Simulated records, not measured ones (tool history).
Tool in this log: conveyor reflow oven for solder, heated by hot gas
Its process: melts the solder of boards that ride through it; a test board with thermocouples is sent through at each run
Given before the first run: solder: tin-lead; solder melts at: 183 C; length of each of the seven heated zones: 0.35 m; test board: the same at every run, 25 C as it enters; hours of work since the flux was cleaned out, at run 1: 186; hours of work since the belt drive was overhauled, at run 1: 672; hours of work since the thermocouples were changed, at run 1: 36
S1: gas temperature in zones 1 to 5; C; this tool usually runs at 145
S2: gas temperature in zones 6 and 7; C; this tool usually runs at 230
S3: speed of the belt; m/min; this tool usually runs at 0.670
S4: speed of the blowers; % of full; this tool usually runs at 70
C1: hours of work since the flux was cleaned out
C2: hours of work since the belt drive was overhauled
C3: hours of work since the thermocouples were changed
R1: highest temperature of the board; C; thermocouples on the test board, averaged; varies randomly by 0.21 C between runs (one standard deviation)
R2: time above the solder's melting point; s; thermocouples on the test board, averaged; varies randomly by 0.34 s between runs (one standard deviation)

run   hour   S1   S2     S3  S4   C1    C2   C3     R1    R2
  1    0.0  145  230  0.670  70  186   672   36  212.8  45.7
  2   20.1  145  230  0.670  70  198   685   49  213.2  45.9
  3   46.9  145  230  0.670  70  215   702   65  212.8  45.8
  4   66.7  145  230  0.670  70  227   714   78  212.9  46.3
  5   88.4  145  230  0.670  70  241   728   91  212.8  46.1
     103.4  -- flux residue cleaned out of gas plates and filters
  6  108.5  145  230  0.670  70    3   737  101  213.0  45.5
  7  122.6  145  230  0.786  70   12   746  109  207.7  34.5
  8  144.9  145  230  0.786  70   26   760  123  207.9  34.6
  9  158.0  145  230  0.786  70   34   768  132  207.4  34.4
 10  188.3  145  230  0.670  70   53   787  151  213.0  45.5
 11  205.8  145  230  0.670  70   64   798  161  212.9  46.1
 12  231.1  145  230  0.670  79   80   814  177  215.6  48.8
 13  252.2  145  230  0.670  79   93   827  190  215.5  48.3
 14  265.2  145  230  0.670  79  101   835  199  215.7  47.7
 15  282.7  145  230  0.670  79  112   846  210  215.6  48.5
 16  306.7  145  230  0.670  79  127   861  224  215.6  48.2
 17  332.3  140  225  0.670  79  143   877  240  210.2  43.7
 18  355.3  142  235  0.659  83  157   891  255  221.1  51.7
 19  368.4  142  235  0.659  83  166   899  263  221.3  51.5
 20  389.9  136  221  0.554  59  179   913  276  205.5  45.4
 21  410.1  136  221  0.554  59  192   925  289  205.7  45.8
 22  427.2  145  219  0.707  82  202   936  300  205.7  38.6
 23  450.3  145  219  0.707  82  217   951  314  205.7  38.4
 24  466.5  145  219  0.707  82  227   961  324  205.8  38.6
 25  488.1  145  219  0.707  58  240   974  338  197.9  28.0
     503.8  -- flux residue cleaned out of gas plates and filters
 26  523.8  151  222  0.655  70   13   993  357  208.1  45.7
 27  537.9  151  222  0.655  70   21  1002  366  208.7  46.0
 28  568.9  145  237  0.670  64   41  1022  385  216.8  48.0
 29  584.2  145  229  0.749  75   50  1031  395  210.8  38.7
 30  599.6  154  236  0.656  53   60  1041  404  213.7  49.7
 31  622.8  145  239  0.656  53   74  1055  419  213.9  45.8

Branching from run 31: 3 alternative next runs. What would each branch give?
  A  641.0  147  230  0.649  70  86  1067  430   ?   ?
  B  641.0  150  231  0.656  84  86  1067  430   ?   ?
  C  641.0  153  239  0.656  53  86  1067  430   ?   ?

run     R1    R2
  A  214.5  48.7
  B  219.7  53.8
  C  215.8  50.8
The same runs, with their run-to-run variation unchanged, on a tool lacking any hidden condition would have given:
run     R1    R2
  A  214.5  48.6
  B  219.6  53.7
  C  215.8  50.7
